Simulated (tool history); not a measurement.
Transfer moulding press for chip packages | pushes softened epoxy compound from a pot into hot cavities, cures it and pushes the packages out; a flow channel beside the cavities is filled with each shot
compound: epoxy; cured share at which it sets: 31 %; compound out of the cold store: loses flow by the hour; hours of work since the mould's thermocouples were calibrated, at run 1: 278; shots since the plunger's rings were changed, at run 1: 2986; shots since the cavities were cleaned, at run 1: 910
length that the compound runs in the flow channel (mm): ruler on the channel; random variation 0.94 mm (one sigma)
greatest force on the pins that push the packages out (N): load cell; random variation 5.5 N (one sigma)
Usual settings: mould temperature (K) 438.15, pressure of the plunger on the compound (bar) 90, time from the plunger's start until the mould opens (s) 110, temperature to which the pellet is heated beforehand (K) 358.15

run,hour,mould temperature (K),pressure of the plunger on the compound (bar),time from the plunger's start until the mould opens (s),temperature to which the pellet is heated beforehand (K),hours of work since the mould's thermocouples were calibrated,shots since the plunger's rings were changed,shots since the cavities were cleaned,incoming compound's hours out of the cold store,length that the compound runs in the flow channel (mm),greatest force on the pins that push the packages out (N)
1,0,438.15,90,110,358.15,278,2986,910,18.3,534.5,179
# hour 5.2: cavities cleaned with cleaning compound and waxed
# hour 33.3: plunger's sealing rings changed
2,71.2,436.15,90,110,358.15,309,306,514,43.5,496.5,198
# hour 126.5: cavities cleaned with cleaning compound and waxed
3,153.6,436.15,90,94,358.15,347,962,220,29.9,519.4,241
4,232.4,438.15,90,110,358.15,383,1601,859,38.5,499.4,180
# hour 242.7: cavities cleaned with cleaning compound and waxed
5,311.2,438.15,90,110,349.15,419,2227,555,33.1,509.7,184
6,344.4,438.15,90,110,349.15,435,2496,824,43.4,490.9,188
# hour 361.1: cavities cleaned with cleaning compound and waxed
7,414.6,438.15,90,110,349.15,467,3054,434,11.9,548.2,191
# hour 437.6: plunger's sealing rings changed
# hour 485: cavities cleaned with cleaning compound and waxed
8,501.2,438.15,90,110,349.15,505,504,131,20.1,532.7,184
9,573.5,438.15,90,110,358.15,539,1090,717,12.9,546.7,188
# hour 602.1: cavities cleaned with cleaning compound and waxed
10,620.6,438.15,90,110,358.15,560,1460,150,22.6,526.1,185
11,670.4,438.15,90,110,358.15,584,1863,553,21.3,530.4,197
12,703.8,438.15,94.8,110,358.15,599,2134,824,45.4,501.6,189
# hour 719.2: cavities cleaned with cleaning compound and waxed
13,768.3,438.15,94.8,110,358.15,629,2645,398,47.3,497.3,193
14,808.9,438.15,94.8,110,358.15,647,2974,727,27.6,532.2,180
# hour 836.2: cavities cleaned with cleaning compound and waxed
# hour 843.7: plunger's sealing rings changed
# hour 861.4: mould's thermocouples calibrated
15,896,432.15,94.8,110,358.15,16,408,447,39,532.2,248
# hour 958.1: cavities cleaned with cleaning compound and waxed
16,967.3,434.15,69.5,110,358.15,49,974,74,12,492.7,226
17,1038.3,434.15,69.5,110,358.15,82,1550,650,27.9,466.2,211
# hour 1076.9: cavities cleaned with cleaning compound and waxed
18,1085.7,438.15,91.6,110,358.15,103,1922,72,25.8,526.4,188
19,1133.4,438.15,91.5,104,357.15,125,2309,459,32.3,514,196
# hour 1192.4: cavities cleaned with cleaning compound and waxed
20,1213.3,438.15,91.5,104,357.15,162,2944,169,19.4,537.7,197
# hour 1249: plunger's sealing rings changed
21,1282.5,437.15,90.6,121,349.15,193,272,710,11.2,554.8,181
# hour 1312.1: cavities cleaned with cleaning compound and waxed
22,1343,439.15,107.4,108,357.15,220,750,250,13.6,590.7,190
23,1411.4,436.15,107.4,108,357.15,252,1305,805,17.1,595.1,202
# hour 1430.8: cavities cleaned with cleaning compound and waxed
24,1462.5,442.15,90,139,354.15,275,1707,257,47.3,475.5,188
25,1522.2,442.15,90,139,354.15,303,2191,741,37.4,489.4,181
# hour 1548.5: cavities cleaned with cleaning compound and waxed
26,1573,442.15,90,139,354.15,326,2590,199,8.1,541.2,175
27,1626.3,442.15,90,139,354.15,351,3022,631,16.1,525.3,178

Forecast each of these 3 alternatives for the next run:
# hour 1653.6: plunger's sealing rings changed
# hour 1670.5: cavities cleaned with cleaning compound and waxed
A,1691.7,438.15,90,110,357.15,380,296,172,10.1,?,?
# hour 1653.6: plunger's sealing rings changed
# hour 1670.5: cavities cleaned with cleaning compound and waxed
B,1691.7,444.15,90,110,360.15,380,296,172,29.2,?,?
# hour 1653.6: plunger's sealing rings changed
# hour 1670.5: cavities cleaned with cleaning compound and waxed
C,1691.7,438.15,90,110,363.15,380,296,172,27.6,?,?

run,length that the compound runs in the flow channel (mm),greatest force on the pins that push the packages out (N)
A,551.3,186
B,498,177
C,517.1,197
Without the tool's hidden state the same runs would have given:
run,length that the compound runs in the flow channel (mm),greatest force on the pins that push the packages out (N)
A,551.4,186
B,498.1,177
C,517.1,196
